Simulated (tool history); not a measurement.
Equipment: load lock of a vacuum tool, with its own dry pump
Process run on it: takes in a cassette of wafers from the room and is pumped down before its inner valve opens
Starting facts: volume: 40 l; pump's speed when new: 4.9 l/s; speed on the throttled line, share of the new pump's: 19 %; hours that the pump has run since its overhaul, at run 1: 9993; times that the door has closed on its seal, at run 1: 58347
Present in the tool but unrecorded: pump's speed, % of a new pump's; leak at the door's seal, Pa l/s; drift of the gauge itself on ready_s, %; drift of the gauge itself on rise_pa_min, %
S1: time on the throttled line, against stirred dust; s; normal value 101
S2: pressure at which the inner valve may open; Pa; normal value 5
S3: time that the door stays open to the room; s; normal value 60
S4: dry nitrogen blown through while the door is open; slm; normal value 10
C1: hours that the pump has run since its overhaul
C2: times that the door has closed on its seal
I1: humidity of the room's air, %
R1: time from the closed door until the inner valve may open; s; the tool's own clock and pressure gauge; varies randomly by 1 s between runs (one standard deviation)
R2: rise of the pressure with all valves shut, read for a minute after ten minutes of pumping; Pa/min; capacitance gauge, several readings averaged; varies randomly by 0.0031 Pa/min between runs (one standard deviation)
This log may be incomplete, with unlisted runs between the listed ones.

run     hour   S1  S2   S3  S4     C1     C2    I1     R1     R2
  1      0.0  101   5   60  10   9993  58347  43.2  177.5  0.573
  2    177.9  101   8   60  10  10170  59153  45.7  174.0  0.597
  3    499.2   74   8   60  10  10492  60609  47.2  148.6  0.604
       728.7  -- door's seal changed, seat wiped
  4    743.3   74   8   60  19  10734     66  44.6  151.5  0.063
  5    924.1  163   5   60  10  10915    885  46.7  225.3  0.069
  6   1331.0  163   5   60  10  11322   2729  45.7  225.6  0.080
  7   1651.9  101   5  102  10  11643   4182  48.0  177.9  0.120
  8   2082.3  101   5  102  10  12073   6132  48.0  178.7  0.121
      2492.2  -- dry pump taken out, an overhauled one fitted
  9   2492.2  115   5   60  10      0   7962  42.4  175.6  0.096
 10   2836.3  115   5   60  10    344   9522  46.2  175.3  0.109
 11   3056.7  115   5   60  10    565  10520  44.1  175.5  0.108
 12   3448.1  115   5   60  10    956  12293  42.6  175.6  0.112
 13   3859.3  101   5   60  10   1367  14156  44.0  165.9  0.126
 14   4073.9  101   5   60  10   1582  15128  45.9  165.9  0.132
 15   4438.9  101   5   60  10   1947  16782  45.1  164.0  0.147
 16   4657.7  101   5   60  10   2166  17774  45.7  167.1  0.149
 17   4909.3  101   6   60  10   2417  18914  44.7  165.4  0.157
 18   5225.1  101   6   60  10   2733  20344  43.0  163.6  0.167
 19   5589.7  101   6   60  10   3097  21996  45.2  163.0  0.181
 20   5939.1  101   6   60  10   3447  23579  45.3  166.8  0.192
 21   6148.6  101   9   60  13   3656  24528  48.6  160.7  0.197
 22   6426.9  101   4   74  10   3935  25789  43.0  170.7  0.217
 23   6758.0   51   8   60  10   4266  27289  46.2  123.1  0.224
 24   7117.3   58   5   71  11   4625  28917  43.0  133.5  0.243
 25   7433.2  101   5   60  10   4941  30349  45.6  170.1  0.255
 26   7607.5  101   9   84  14   5115  31138  44.4  164.1  0.267
 27   7965.5  101   8   60  14   5473  32760  43.9  164.8  0.263
 28   8168.4  101   8   60  14   5676  33679  43.6  163.1  0.275
 29   8364.8  101   7  131  14   5873  34569  47.9  166.0  0.333
 30   8788.4  101   7  131  14   6296  36489  43.7  166.2  0.336
 31   9200.9   66   7   58  12   6709  38357  46.0  139.6  0.327
 32   9501.6  102   6  227  11   7009  39720  44.7  168.8  0.445
 33   9847.5  100  10  128  22   7355  41287  47.3  163.1  0.388
 34  10234.0  110   4   60  10   7742  43038  40.1  180.7  0.385
 35  10497.6  110   4   60  10   8005  44232  45.0  181.0  0.412
 36  10907.9  145   5  107  10   8416  46091  47.9  209.4  0.473

Here are 3 independent what-if runs from the current tool condition. What would each one return?
  A  11133.8   69   5   41  10  8642  47115  47.9   ?   ?
  B  11133.8  145   5  107  10  8642  47115  45.9   ?   ?
  C  11133.8  145   5   54  20  8642  47115  43.3   ?   ?

run     R1     R2
  A  148.0  0.432
  B  208.3  0.479
  C  207.5  0.422
Without the tool's unlogged condition, the same runs would have read:
run     R1     R2
  A  138.4  0.057
  B  200.6  0.101
  C  199.8  0.049

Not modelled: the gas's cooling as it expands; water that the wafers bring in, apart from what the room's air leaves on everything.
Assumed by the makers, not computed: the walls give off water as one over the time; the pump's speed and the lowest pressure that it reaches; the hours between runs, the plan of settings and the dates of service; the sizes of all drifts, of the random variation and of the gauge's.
